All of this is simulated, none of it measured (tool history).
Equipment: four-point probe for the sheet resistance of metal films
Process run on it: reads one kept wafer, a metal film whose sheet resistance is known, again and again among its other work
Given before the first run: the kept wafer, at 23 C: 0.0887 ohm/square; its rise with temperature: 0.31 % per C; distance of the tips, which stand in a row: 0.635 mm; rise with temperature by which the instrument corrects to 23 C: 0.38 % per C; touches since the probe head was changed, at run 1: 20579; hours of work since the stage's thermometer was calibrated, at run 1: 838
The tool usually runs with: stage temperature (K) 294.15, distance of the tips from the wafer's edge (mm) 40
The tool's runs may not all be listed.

| run | hour | stage temperature (K) | distance of the tips from the wafer's edge (mm) | touches since the probe head was changed | hours of work since the stage's thermometer was calibrated | sheet resistance as the instrument gives it (ohm/square) |
|---|---|---|---|---|---|---|
| 1 | 0 | 294.15 | 40 | 20579 | 838 | 0.088704 |
| 2 | 31.2 | 294.15 | 40 | 21716 | 861 | 0.088722 |
| 3 | 61.4 | 294.15 | 40 | 22819 | 884 | 0.088767 |
| 4 | 117.6 | 294.15 | 40 | 24869 | 926 | 0.088732 |
| 5 | 144.4 | 294.15 | 40 | 25846 | 946 | 0.088746 |
| 6 | 202.3 | 294.15 | 40 | 27957 | 990 | 0.088752 |
| 7 | 245.8 | 294.15 | 40 | 29543 | 1022 | 0.08877 |
| 8 | 285.2 | 294.15 | 40 | 30980 | 1052 | 0.088762 |
| 9 | 314.7 | 294.15 | 40 | 32056 | 1074 | 0.088758 |
| 10 | 372.8 | 297.15 | 40 | 34175 | 1118 | 0.088602 |
| 11 | 406.4 | 297.15 | 6 | 35398 | 1143 | 0.089086 |
| 12 | 453 | 297.15 | 6 | 37099 | 1178 | 0.089076 |
| 13 | 509.4 | 306.15 | 40 | 39156 | 1220 | 0.087996 |
| 14 | 549.5 | 291.15 | 40 | 40616 | 1251 | 0.088958 |
| 15 | 603.2 | 291.15 | 40 | 42576 | 1291 | 0.088981 |
| 16 | 636.4 | 291.15 | 40 | 43785 | 1316 | 0.089012 |
| 17 | 660.9 | 300.15 | 11 | 44679 | 1334 | 0.088564 |
| 18 | 690.3 | 298.15 | 40 | 45751 | 1356 | 0.088542 |
|  | 699.7 | stage's thermometer calibrated |
| 19 | 728.5 | 308.15 | 40 | 47126 | 22 | 0.088006 |
| 20 | 766.9 | 297.15 | 20 | 48528 | 50 | 0.08873 |
| 21 | 823.9 | 293.15 | 4 | 50605 | 93 | 0.090159 |
| 22 | 860.6 | 296.15 | 43 | 51945 | 121 | 0.088793 |
| 23 | 906.2 | 296.15 | 43 | 53608 | 155 | 0.088762 |
| 24 | 933.5 | 296.15 | 43 | 54603 | 176 | 0.088769 |
| 25 | 962.5 | 296.15 | 43 | 55661 | 198 | 0.088779 |
| 26 | 999.3 | 301.15 | 12 | 57000 | 225 | 0.0886 |
| 27 | 1044.3 | 294.15 | 19 | 58643 | 259 | 0.088986 |
| 28 | 1076.8 | 304.15 | 31 | 59826 | 283 | 0.088265 |
| 29 | 1116.5 | 294.15 | 16 | 61277 | 313 | 0.088987 |
| 30 | 1144.7 | 304.15 | 24 | 62303 | 334 | 0.088303 |
| 31 | 1185.8 | 304.15 | 24 | 63803 | 365 | 0.088297 |

Alternative continuations, all from the tool just after run 31; predict every row:
| A | 1231 | 304.15 | 3 | 65451 | 399 | ? |
| B | 1231 | 291.15 | 40 | 65451 | 399 | ? |
| C | 1231 | 306.15 | 20 | 65451 | 399 | ? |
| D | 1231 | 298.15 | 10 | 65451 | 399 | ? |

| run | sheet resistance as the instrument gives it (ohm/square) |
|---|---|
| A | 0.090391 |
| B | 0.089125 |
| C | 0.088227 |
| D | 0.088867 |
The same runs, with their run-to-run variation unchanged, on a tool lacking any hidden condition would have given:
| run | sheet resistance as the instrument gives it (ohm/square) |
|---|---|
| A | 0.090287 |
| B | 0.089023 |
| C | 0.088125 |
| D | 0.088765 |
